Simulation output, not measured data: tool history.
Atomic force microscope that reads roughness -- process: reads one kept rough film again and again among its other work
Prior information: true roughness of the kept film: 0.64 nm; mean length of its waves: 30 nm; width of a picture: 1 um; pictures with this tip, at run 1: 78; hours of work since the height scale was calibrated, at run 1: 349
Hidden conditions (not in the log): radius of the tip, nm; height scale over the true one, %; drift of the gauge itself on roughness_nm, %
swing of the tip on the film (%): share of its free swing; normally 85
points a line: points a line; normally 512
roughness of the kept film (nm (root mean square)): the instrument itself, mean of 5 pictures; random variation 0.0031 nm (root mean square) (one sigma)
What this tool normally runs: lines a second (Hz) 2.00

| run | day | lines a second (Hz) | swing of the tip on the film (%) | points a line | pictures with this tip | hours of work since the height scale was calibrated | roughness of the kept film (nm (root mean square)) |
|---|---|---|---|---|---|---|---|
| 1 | 0.000 | 2.00 | 85 | 512 | 78 | 349 | 0.549 |
| 2 | 0.700 | 2.00 | 85 | 512 | 102 | 357 | 0.535 |
| 3 | 1.067 | 2.00 | 85 | 512 | 114 | 361 | 0.539 |
| 4 | 1.542 | 2.00 | 85 | 512 | 131 | 367 | 0.536 |
|  | 1.900 | new tip fitted |
| 5 | 1.921 | 2.00 | 85 | 512 | 1 | 371 | 0.565 |
| 6 | 2.412 | 2.00 | 68 | 512 | 18 | 376 | 0.592 |
| 7 | 3.138 | 2.00 | 68 | 512 | 43 | 385 | 0.578 |
| 8 | 3.712 | 2.00 | 70 | 512 | 63 | 392 | 0.566 |
| 9 | 4.408 | 2.00 | 70 | 512 | 87 | 400 | 0.561 |
| 10 | 4.988 | 2.00 | 85 | 512 | 107 | 407 | 0.537 |
| 11 | 5.850 | 2.00 | 85 | 512 | 137 | 417 | 0.534 |
|  | 6.025 | new tip fitted |
| 12 | 6.683 | 2.00 | 85 | 512 | 23 | 426 | 0.557 |
| 13 | 7.162 | 2.00 | 76 | 512 | 39 | 432 | 0.568 |
| 14 | 7.954 | 2.00 | 71 | 512 | 66 | 441 | 0.573 |
| 15 | 8.625 | 2.00 | 71 | 512 | 89 | 449 | 0.567 |
| 16 | 9.200 | 2.00 | 85 | 512 | 109 | 455 | 0.532 |
| 17 | 9.938 | 2.00 | 85 | 438 | 135 | 464 | 0.530 |
|  | 10.188 | new tip fitted |
| 18 | 10.762 | 2.00 | 85 | 438 | 19 | 473 | 0.560 |
| 19 | 11.450 | 2.00 | 85 | 438 | 43 | 481 | 0.558 |
| 20 | 12.121 | 2.00 | 85 | 512 | 66 | 489 | 0.550 |
| 21 | 12.712 | 2.00 | 85 | 269 | 87 | 496 | 0.534 |
| 22 | 13.462 | 1.39 | 61 | 1021 | 113 | 505 | 0.574 |

Predict the results of run 23:
| 23 | 13.862 | 2.00 | 82 | 512 | 126 | 510 | ? |

{"run 23": {"roughness of the kept film (nm (root mean square))": 0.534}}
Had the tool carried no hidden state, the very same run would have given roughness of the kept film (nm (root mean square)) 0.574.

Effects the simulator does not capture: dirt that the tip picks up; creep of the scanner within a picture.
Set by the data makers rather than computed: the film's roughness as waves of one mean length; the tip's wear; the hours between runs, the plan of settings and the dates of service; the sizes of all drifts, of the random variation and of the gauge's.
